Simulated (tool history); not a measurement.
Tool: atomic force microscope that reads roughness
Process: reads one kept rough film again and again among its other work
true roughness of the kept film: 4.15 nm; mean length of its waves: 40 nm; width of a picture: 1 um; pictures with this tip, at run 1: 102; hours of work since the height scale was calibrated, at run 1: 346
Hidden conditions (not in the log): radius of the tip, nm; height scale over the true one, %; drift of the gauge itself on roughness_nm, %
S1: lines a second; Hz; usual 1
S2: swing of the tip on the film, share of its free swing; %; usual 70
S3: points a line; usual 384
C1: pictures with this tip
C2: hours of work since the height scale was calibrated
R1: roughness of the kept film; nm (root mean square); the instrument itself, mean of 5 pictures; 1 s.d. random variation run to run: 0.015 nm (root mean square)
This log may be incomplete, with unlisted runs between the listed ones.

run   hour    S1  S2    S3   C1   C2     R1
  1      0     1  70   384  102  346  3.325
  2   17.6     1  70   384  147  359  3.167
  3   26.8     1  70   384  171  366  3.119
  4   44.6     1  70   384  217  380  2.995
  5   53.1     1  70   384  239  387  2.927
  6   60.6     1  65   384  258  392  2.906
      70.3  -- new tip fitted
  7   74.9     1  65   710   12  403  3.576
  8   83.5  0.89  65   710   34  410  3.514
  9   98.3     1  72  1006   72  421  3.342
 10  109.1  1.16  72   674  100  430  3.254

Expected results for the next run?
 11  126.6  3.62  56  325  145  443   ?

R1: 3.089 nm (root mean square)
Minus the tool's unlogged condition, the same run would have read R1 3.568 nm (root mean square).

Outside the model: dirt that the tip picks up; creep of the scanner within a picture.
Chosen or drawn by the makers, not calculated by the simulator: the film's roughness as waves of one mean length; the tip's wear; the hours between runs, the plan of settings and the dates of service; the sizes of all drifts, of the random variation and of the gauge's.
